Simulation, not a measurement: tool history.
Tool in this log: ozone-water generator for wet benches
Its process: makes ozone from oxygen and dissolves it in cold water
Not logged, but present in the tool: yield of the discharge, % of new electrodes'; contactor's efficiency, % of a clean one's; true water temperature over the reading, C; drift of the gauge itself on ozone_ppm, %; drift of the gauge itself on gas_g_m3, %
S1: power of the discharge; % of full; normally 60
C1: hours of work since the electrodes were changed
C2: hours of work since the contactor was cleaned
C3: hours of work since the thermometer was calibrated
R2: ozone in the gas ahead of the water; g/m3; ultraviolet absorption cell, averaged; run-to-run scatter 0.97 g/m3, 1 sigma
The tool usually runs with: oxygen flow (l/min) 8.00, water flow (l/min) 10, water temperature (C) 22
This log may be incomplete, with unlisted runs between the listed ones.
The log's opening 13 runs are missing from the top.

Run 14, hour 1565.9: usual settings but S1 57 % of full; C1 1939; C2 2629; C3 523. Result: dissolved ozone (ppm) 19.1, R2 154.5 g/m3.
Run 15, hour 1697.5: usual settings; C1 2063; C2 2754; C3 648. Result: dissolved ozone (ppm) 19.2, R2 157.5 g/m3.
Run 16, hour 1820.0: usual settings but oxygen flow (l/min) 7.94; C1 2180; C2 2870; C3 764. Result: dissolved ozone (ppm) 19.6, R2 158.7 g/m3.
Run 17, hour 1994.8: usual settings but oxygen flow (l/min) 7.94; C1 2346; C2 3036; C3 930. Result: dissolved ozone (ppm) 19.2, R2 158.9 g/m3.
Run 18, hour 2104.3: usual settings but oxygen flow (l/min) 9.84; C1 2449; C2 3140; C3 1034. Result: dissolved ozone (ppm) 18.4, R2 142.5 g/m3.
Run 19, hour 2248.0: usual settings but water temperature (C) 17; C1 2586; C2 3276; C3 1170. Result: dissolved ozone (ppm) 21.9, R2 156.9 g/m3.
Run 20, hour 2401.9: usual settings but water temperature (C) 26; C1 2732; C2 3422; C3 1317. Result: dissolved ozone (ppm) 17.2, R2 155.2 g/m3.
Run 21, hour 2548.5: usual settings but water temperature (C) 26; C1 2871; C2 3561; C3 1456. Result: dissolved ozone (ppm) 17.1, R2 156.3 g/m3.
Run 22, hour 2636.3: usual settings but S1 46 % of full; C1 2954; C2 3645; C3 1539. Result: dissolved ozone (ppm) 16.3, R2 132.6 g/m3.
Run 23, hour 2775.7: usual settings but S1 46 % of full; C1 3086; C2 3777; C3 1671. Result: dissolved ozone (ppm) 16.2, R2 133.8 g/m3.
Run 24, hour 2915.3: usual settings but S1 62 % of full, oxygen flow (l/min) 10.52, water flow (l/min) 15, water temperature (C) 18; C1 3219; C2 3909; C3 1804. Result: dissolved ozone (ppm) 16.5, R2 140.8 g/m3.
Run 25, hour 3016.0: usual settings but S1 62 % of full, oxygen flow (l/min) 10.52, water flow (l/min) 15, water temperature (C) 18; C1 3315; C2 4005; C3 1899. Result: dissolved ozone (ppm) 16.7, R2 140.0 g/m3.
Run 26, hour 3134.6: usual settings but S1 86 % of full, water flow (l/min) 7, water temperature (C) 16; C1 3427; C2 4118; C3 2012. Result: dissolved ozone (ppm) 31.4, R2 191.8 g/m3.
Run 27, hour 3259.3: usual settings but S1 86 % of full, water flow (l/min) 7, water temperature (C) 16; C1 3545; C2 4236; C3 2130. Result: dissolved ozone (ppm) 31.5, R2 191.5 g/m3.
Run 28, hour 3419.7: usual settings; C1 3698; C2 4388; C3 2282. Result: dissolved ozone (ppm) 18.7, R2 155.1 g/m3.
Run 29, hour 3528.0: usual settings but oxygen flow (l/min) 6.25, water flow (l/min) 13, water temperature (C) 17; C1 3800; C2 4491; C3 2385. Result: dissolved ozone (ppm) 18.5, R2 170.0 g/m3.
Run 30, hour 3604.9: usual settings but oxygen flow (l/min) 6.25, water flow (l/min) 13, water temperature (C) 17; C1 3873; C2 4564; C3 2458. Result: dissolved ozone (ppm) 18.6, R2 171.4 g/m3.
Run 31, hour 3761.0: usual settings but S1 85 % of full, oxygen flow (l/min) 6.25, water flow (l/min) 9, water temperature (C) 17; C1 4021; C2 4712; C3 2606. Result: dissolved ozone (ppm) 28.0, R2 208.6 g/m3.

The next listed run, before its measurement:
Run 32, hour 3900.2: usual settings but S1 62 % of full, oxygen flow (l/min) 6.25, water flow (l/min) 11, water temperature (C) 17; C1 4153; C2 4844; C3 2738. Result: dissolved ozone (ppm) ?, R2 ?.

dissolved ozone (ppm): 20.6
R2: 171.4 g/m3
Had the tool carried no hidden state, the very same run would have given dissolved ozone (ppm) 22.9, R2 186.6 g/m3.
